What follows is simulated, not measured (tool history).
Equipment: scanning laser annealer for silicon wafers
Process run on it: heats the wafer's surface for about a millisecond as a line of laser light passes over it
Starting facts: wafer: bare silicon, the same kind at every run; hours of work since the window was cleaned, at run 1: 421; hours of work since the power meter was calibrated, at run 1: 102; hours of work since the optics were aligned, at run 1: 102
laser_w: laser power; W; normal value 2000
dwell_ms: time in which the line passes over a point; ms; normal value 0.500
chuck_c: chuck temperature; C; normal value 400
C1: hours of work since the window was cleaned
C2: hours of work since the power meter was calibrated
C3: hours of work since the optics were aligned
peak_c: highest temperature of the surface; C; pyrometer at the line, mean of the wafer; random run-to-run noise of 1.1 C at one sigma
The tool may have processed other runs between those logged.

Run 1, hour 0.0: usual settings; C1 421; C2 102; C3 102. Result: peak_c 1163 C.
Run 2, hour 86.6: usual settings; C1 487; C2 168; C3 168. Result: peak_c 1162 C.
Run 3, hour 169.5: usual settings but laser_w 2147 W; C1 550; C2 232; C3 232. Result: peak_c 1225 C.
Run 4, hour 242.4: usual settings but laser_w 1906 W; C1 606; C2 288; C3 288. Result: peak_c 1117 C.
Run 5, hour 329.0: usual settings but laser_w 1906 W; C1 672; C2 354; C3 354. Result: peak_c 1114 C.
Run 6, hour 384.4: usual settings but laser_w 1906 W; C1 715; C2 396; C3 396. Result: peak_c 1114 C.
Run 7, hour 465.2: usual settings but laser_w 1906 W; C1 776; C2 458; C3 458. Result: peak_c 1114 C.
Run 8, hour 515.1: usual settings but dwell_ms 0.409 ms; C1 815; C2 496; C3 496. Result: peak_c 1070 C.
Run 9, hour 556.9: usual settings but dwell_ms 0.409 ms; C1 847; C2 528; C3 528. Result: peak_c 1069 C.
Run 10, hour 611.0: usual settings; C1 888; C2 570; C3 570. Result: peak_c 1152 C.
Run 11, hour 674.4: usual settings but chuck_c 386 C; C1 936; C2 618; C3 618. Result: peak_c 1135 C.
At hour 692.6: window over the wafer cleaned.
Run 12, hour 774.2: usual settings but chuck_c 399 C; C1 62; C2 693; C3 693. Result: peak_c 1171 C.
Run 13, hour 863.5: usual settings but chuck_c 399 C; C1 131; C2 761; C3 761. Result: peak_c 1169 C.
Run 14, hour 924.2: usual settings but chuck_c 394 C; C1 177; C2 808; C3 808. Result: peak_c 1163 C.
Run 15, hour 968.9: usual settings but laser_w 1731 W, chuck_c 394 C; C1 211; C2 842; C3 842. Result: peak_c 1045 C.
Run 16, hour 1043.9: usual settings; C1 269; C2 899; C3 899. Result: peak_c 1167 C.
Run 17, hour 1119.4: usual settings; C1 327; C2 957; C3 957. Result: peak_c 1164 C.
Run 18, hour 1202.2: usual settings; C1 390; C2 1020; C3 1020. Result: peak_c 1161 C.
Run 19, hour 1276.5: usual settings; C1 447; C2 1077; C3 1077. Result: peak_c 1162 C.
Run 20, hour 1363.5: usual settings; C1 513; C2 1144; C3 1144. Result: peak_c 1160 C.
At hour 1376.8: optics aligned, line set to its width.
Run 21, hour 1459.8: usual settings but chuck_c 368 C; C1 583; C2 1213; C3 63. Result: peak_c 1128 C.
At hour 1547.1: optics aligned, line set to its width, once more.
Run 22, hour 1547.1: usual settings but laser_w 2118 W, dwell_ms 0.600 ms, chuck_c 368 C; C1 646; C2 1276; C3 0. Result: peak_c 1272 C.
Run 23, hour 1602.3: usual settings but laser_w 2118 W, dwell_ms 0.600 ms, chuck_c 368 C; C1 688; C2 1319; C3 42. Result: peak_c 1269 C.
Run 24, hour 1690.2: usual settings but laser_w 2118 W, dwell_ms 0.600 ms, chuck_c 368 C; C1 756; C2 1386; C3 110. Result: peak_c 1269 C.
Run 25, hour 1772.9: usual settings but laser_w 2185 W, chuck_c 403 C; C1 819; C2 1449; C3 173. Result: peak_c 1241 C.
Run 26, hour 1862.1: usual settings but laser_w 1975 W, dwell_ms 0.461 ms, chuck_c 384 C; C1 887; C2 1517; C3 241. Result: peak_c 1094 C.
Run 27, hour 1935.0: usual settings but laser_w 1737 W, dwell_ms 0.620 ms, chuck_c 384 C; C1 943; C2 1573; C3 297. Result: peak_c 1110 C.
At hour 1945.4: window over the wafer cleaned.
Run 28, hour 1993.5: usual settings but laser_w 1889 W, dwell_ms 0.594 ms, chuck_c 435 C; C1 37; C2 1616; C3 340. Result: peak_c 1240 C.
Run 29, hour 2085.3: usual settings but laser_w 1889 W, dwell_ms 0.594 ms, chuck_c 435 C; C1 107; C2 1687; C3 410. Result: peak_c 1237 C.
Run 30, hour 2146.5: usual settings but laser_w 1889 W, dwell_ms 0.365 ms, chuck_c 408 C; C1 154; C2 1733; C3 457. Result: peak_c 1013 C.
Run 31, hour 2225.7: usual settings but laser_w 1889 W, dwell_ms 0.365 ms, chuck_c 380 C; C1 214; C2 1794; C3 518. Result: peak_c 983 C.
Run 32, hour 2304.5: usual settings but laser_w 1889 W, dwell_ms 0.365 ms, chuck_c 380 C; C1 275; C2 1854; C3 578. Result: peak_c 981 C.
Run 33, hour 2372.8: usual settings but laser_w 1966 W, dwell_ms 0.388 ms; C1 327; C2 1907; C3 630. Result: peak_c 1050 C.
Run 34, hour 2467.3: usual settings but laser_w 1966 W, dwell_ms 0.610 ms, chuck_c 393 C; C1 399; C2 1979; C3 702. Result: peak_c 1237 C.
Run 35, hour 2514.1: usual settings but laser_w 1794 W, chuck_c 373 C; C1 435; C2 2015; C3 738. Result: peak_c 1051 C.
Run 36, hour 2559.6: usual settings but laser_w 1794 W, chuck_c 373 C; C1 470; C2 2049; C3 773. Result: peak_c 1050 C.
Run 37, hour 2605.9: usual settings but laser_w 1794 W, chuck_c 373 C; C1 505; C2 2085; C3 808. Result: peak_c 1048 C.
Run 38, hour 2671.0: usual settings but chuck_c 364 C; C1 555; C2 2135; C3 858. Result: peak_c 1129 C.
Run 39, hour 2720.4: usual settings but laser_w 2177 W, dwell_ms 0.450 ms, chuck_c 361 C; C1 593; C2 2172; C3 896. Result: peak_c 1151 C.
Run 40, hour 2769.0: usual settings but dwell_ms 0.565 ms, chuck_c 360 C; C1 630; C2 2210; C3 933. Result: peak_c 1178 C.
Run 41, hour 2845.9: usual settings but dwell_ms 0.534 ms; C1 689; C2 2268; C3 992. Result: peak_c 1188 C.

Below, some changes in peak_c between adjacent runs. For each, the amount present without the hidden state too (settings, incoming material, random variation) and the amount remaining for the hidden state with gauge scatter not shared by both compared results:
Hidden conditions of the tool in this case: light that passes the window, % of a clean one's; laser's true power over the reading, %; width of the line over the set one, %; drift of the gauge itself on peak_c, C.
Run 9 -> 10: dwell_ms 0.409 -> 0.500. peak_c +83 C: hidden state -4, all else +87.
Run 11 -> 12: chuck_c 386 -> 399, window over the wafer cleaned. peak_c +36 C: hidden state +24, all else +12.
Run 27 -> 28: laser_w 1737 -> 1889, dwell_ms 0.620 -> 0.594, chuck_c 384 -> 435, window over the wafer cleaned. peak_c +130 C: hidden state +24, all else +106.
Run 29 -> 30: dwell_ms 0.594 -> 0.365, chuck_c 435 -> 408. peak_c -224 C: hidden state -2, all else -222.
Run 33 -> 34: dwell_ms 0.388 -> 0.610, chuck_c 400 -> 393. peak_c +187 C: hidden state -4, all else +191.
Run 34 -> 35: laser_w 1966 -> 1794, dwell_ms 0.610 -> 0.500, chuck_c 393 -> 373. peak_c -186 C: hidden state +1, all else -187.
